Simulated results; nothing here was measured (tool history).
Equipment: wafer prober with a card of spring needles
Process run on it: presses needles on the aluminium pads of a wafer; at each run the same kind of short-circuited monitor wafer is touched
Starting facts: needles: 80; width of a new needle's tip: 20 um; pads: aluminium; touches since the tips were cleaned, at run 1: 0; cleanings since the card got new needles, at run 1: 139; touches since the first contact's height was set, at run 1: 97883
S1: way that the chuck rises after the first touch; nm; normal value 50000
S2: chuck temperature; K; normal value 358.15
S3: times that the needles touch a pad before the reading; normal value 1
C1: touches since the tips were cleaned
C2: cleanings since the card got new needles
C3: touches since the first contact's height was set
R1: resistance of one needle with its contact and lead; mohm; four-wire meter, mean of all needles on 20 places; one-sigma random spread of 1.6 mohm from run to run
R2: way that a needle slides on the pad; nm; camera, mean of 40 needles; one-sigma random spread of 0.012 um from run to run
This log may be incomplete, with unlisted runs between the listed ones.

Run 1, hour 0.0: usual settings; C1 0; C2 139; C3 97883. Result: R1 183 mohm, R2 10960 nm.
At hour 13.9: tips cleaned on abrasive film.
At hour 27.4: tips cleaned on abrasive film.
At hour 40.2: tips cleaned on abrasive film.
Run 2, hour 46.8: usual settings; C1 4238; C2 142; C3 127941. Result: R1 429 mohm, R2 10840 nm.
At hour 52.5: tips cleaned on abrasive film.
At hour 63.5: height of the first contact set anew.
At hour 66.6: tips cleaned on abrasive film.
At hour 80.0: tips cleaned on abrasive film.
Run 3, hour 90.7: usual settings; C1 6911; C2 145; C3 17440. Result: R1 482 mohm, R2 11060 nm.
At hour 93.7: tips cleaned on abrasive film.
At hour 108.2: tips cleaned on abrasive film.
Run 4, hour 118.1: usual settings; C1 6429; C2 147; C3 35068. Result: R1 501 mohm, R2 11050 nm.
At hour 121.2: tips cleaned on abrasive film.
At hour 135.6: tips cleaned on abrasive film.
Run 5, hour 147.0: usual settings but S1 70000 nm; C1 7386; C2 149; C3 53638. Result: R1 324 mohm, R2 15460 nm.
At hour 150.1: tips cleaned on abrasive film.
At hour 162.4: tips cleaned on abrasive film.
Run 6, hour 168.3: usual settings but S1 48000 nm; C1 3827; C2 151; C3 67278. Result: R1 445 mohm, R2 10540 nm.
At hour 176.2: tips cleaned on abrasive film.
At hour 191.1: tips cleaned on abrasive film, once more.
Run 7, hour 198.1: usual settings; C1 4532; C2 153; C3 86398. Result: R1 434 mohm, R2 10940 nm.
At hour 204.1: tips cleaned on abrasive film.
At hour 218.4: tips cleaned on abrasive film.
Run 8, hour 224.6: usual settings but S2 302.15 K; C1 4068; C2 155; C3 103465. Result: R1 437 mohm, R2 10920 nm.
At hour 232.9: tips cleaned on abrasive film.
At hour 247.2: tips cleaned on abrasive film.
At hour 261.7: tips cleaned on abrasive film.
Run 9, hour 264.7: usual settings but S3 3; C1 1926; C2 158; C3 129181. Result: R1 223 mohm, R2 10910 nm.
At hour 276.3: tips cleaned on abrasive film.
At hour 279.1: height of the first contact set anew.
At hour 290.5: tips cleaned on abrasive film.
At hour 304.8: tips cleaned on abrasive film.
Run 10, hour 305.8: usual settings but S3 3; C1 663; C2 161; C3 17133. Result: R1 194 mohm, R2 11080 nm.
At hour 317.8: tips cleaned on abrasive film.
At hour 332.2: tips cleaned on abrasive film.
Run 11, hour 341.5: usual settings but S3 3; C1 6046; C2 163; C3 40108. Result: R1 270 mohm, R2 11050 nm.
At hour 346.6: tips cleaned on abrasive film.
At hour 361.1: tips cleaned on abrasive film.
Run 12, hour 363.9: usual settings but S2 376.15 K, S3 3; C1 1831; C2 165; C3 54466. Result: R1 225 mohm, R2 10990 nm.
At hour 374.0: tips cleaned on abrasive film.
At hour 388.1: tips cleaned on abrasive film.
Run 13, hour 395.9: usual settings but S2 376.15 K, S3 3; C1 5067; C2 167; C3 75048. Result: R1 284 mohm, R2 10990 nm.
At hour 401.6: tips cleaned on abrasive film.
At hour 416.2: tips cleaned on abrasive film.
At hour 429.9: tips cleaned on abrasive film.
Run 14, hour 435.9: usual settings but S2 376.15 K, S3 3; C1 3883; C2 170; C3 100709. Result: R1 266 mohm, R2 10920 nm.
At hour 443.5: tips cleaned on abrasive film.
At hour 458.0: tips cleaned on abrasive film.
At hour 472.5: tips cleaned on abrasive film.
Run 15, hour 474.7: usual settings but S1 42000 nm, S2 376.15 K, S3 3; C1 1454; C2 173; C3 125618. Result: R1 239 mohm, R2 9110 nm.
At hour 485.0: tips cleaned on abrasive film.
At hour 494.2: height of the first contact set anew.
At hour 497.3: tips cleaned on abrasive film.
At hour 511.4: tips cleaned on abrasive film.
Run 16, hour 511.8: usual settings but S1 42000 nm, S2 309.15 K, S3 2; C1 292; C2 176; C3 11269. Result: R1 204 mohm, R2 9310 nm.
At hour 523.9: tips cleaned on abrasive film.
At hour 537.3: tips cleaned on abrasive film.
At hour 551.1: tips cleaned on abrasive film.
Run 17, hour 555.5: usual settings but S1 61000 nm, S2 327.15 K; C1 2833; C2 179; C3 39303. Result: R1 285 mohm, R2 13450 nm.
At hour 564.1: tips cleaned on abrasive film.
At hour 579.1: tips cleaned on abrasive film.
Run 18, hour 580.4: usual settings but S1 47000 nm, S3 2; C1 872; C2 181; C3 55306. Result: R1 239 mohm, R2 10350 nm.
At hour 591.6: tips cleaned on abrasive film.
At hour 605.6: tips cleaned on abrasive film.
At hour 617.6: tips cleaned on abrasive film.
Run 19, hour 620.3: usual settings but S1 47000 nm, S3 2; C1 1707; C2 184; C3 80889. Result: R1 269 mohm, R2 10300 nm.
At hour 631.2: tips cleaned on abrasive film.
At hour 643.2: tips cleaned on abrasive film.
At hour 655.2: tips cleaned on abrasive film.
Run 20, hour 661.8: usual settings but S1 45000 nm, S2 301.15 K, S3 3; C1 4248; C2 187; C3 107538. Result: R1 280 mohm, R2 9820 nm.
At hour 667.6: tips cleaned on abrasive film.
At hour 679.7: tips cleaned on abrasive film.
At hour 693.8: tips cleaned on abrasive film.
Run 21, hour 700.4: usual settings but S1 45000 nm, S2 301.15 K, S3 3; C1 4276; C2 190; C3 132304. Result: R1 305 mohm, R2 9800 nm.
At hour 706.4: tips cleaned on abrasive film.
At hour 709.7: height of the first contact set anew.
At hour 721.7: tips cleaned on abrasive film.
Run 22, hour 729.7: usual settings but S1 45000 nm, S2 350.15 K; C1 5156; C2 192; C3 12851. Result: R1 545 mohm, R2 9980 nm.
At hour 735.7: tips cleaned on abrasive film.
At hour 749.0: tips cleaned on abrasive film.
At hour 761.2: tips cleaned on abrasive film.
Run 23, hour 761.2: usual settings but S1 42000 nm, S2 355.15 K, S3 2; C1 0; C2 195; C3 33067. Result: R1 217 mohm, R2 9270 nm.
At hour 776.2: tips cleaned on abrasive film.
Run 24, hour 786.5: usual settings but S1 44000 nm, S2 381.15 K; C1 6641; C2 196; C3 49337. Result: R1 638 mohm, R2 9710 nm.
At hour 789.5: tips cleaned on abrasive film.
At hour 804.0: tips cleaned on abrasive film.
At hour 818.9: tips cleaned on abrasive film.
Run 25, hour 826.4: usual settings but S2 317.15 K; C1 4840; C2 199; C3 74983. Result: R1 476 mohm, R2 11000 nm.
At hour 832.5: tips cleaned on abrasive film.
At hour 845.1: tips cleaned on abrasive film.
At hour 857.4: tips cleaned on abrasive film.
Run 26, hour 866.5: usual settings but S2 317.15 K; C1 5864; C2 202; C3 100686. Result: R1 516 mohm, R2 10970 nm.
At hour 869.5: tips cleaned on abrasive film.
At hour 883.6: tips cleaned on abrasive film.
At hour 898.6: tips cleaned on abrasive film.
Run 27, hour 903.0: usual settings but S1 31000 nm, S2 300.15 K; C1 2836; C2 205; C3 124111. Result: R1 822 mohm, R2 6690 nm.

Here are 3 independent what-if runs from the current tool condition. What would each one return?
At hour 911.1: tips cleaned on abrasive film.
At hour 924.6: tips cleaned on abrasive film.
At hour 924.9: height of the first contact set anew.
At hour 939.9: tips cleaned on abrasive film.
Run A, hour 951.0: usual settings but S3 3; C1 7198; C2 208; C3 16828. Result: R1 ?, R2 ?.
At hour 911.1: tips cleaned on abrasive film.
At hour 924.6: tips cleaned on abrasive film.
At hour 924.9: height of the first contact set anew.
At hour 939.9: tips cleaned on abrasive film.
Run B, hour 951.0: usual settings but S1 43000 nm; C1 7198; C2 208; C3 16828. Result: R1 ?, R2 ?.
At hour 911.1: tips cleaned on abrasive film.
At hour 924.6: tips cleaned on abrasive film.
At hour 924.9: height of the first contact set anew.
At hour 939.9: tips cleaned on abrasive film.
Run C, hour 951.0: usual settings but S1 56000 nm, S2 363.15 K, S3 2; C1 7198; C2 208; C3 16828. Result: R1 ?, R2 ?.

run   R1     R2
  A  304  11090
  B  706   9520
  C  343  12410
Had the tool no hidden state, the same runs would have come out as:
run   R1     R2
  A  152  11110
  B  163   9540
  C  147  12430
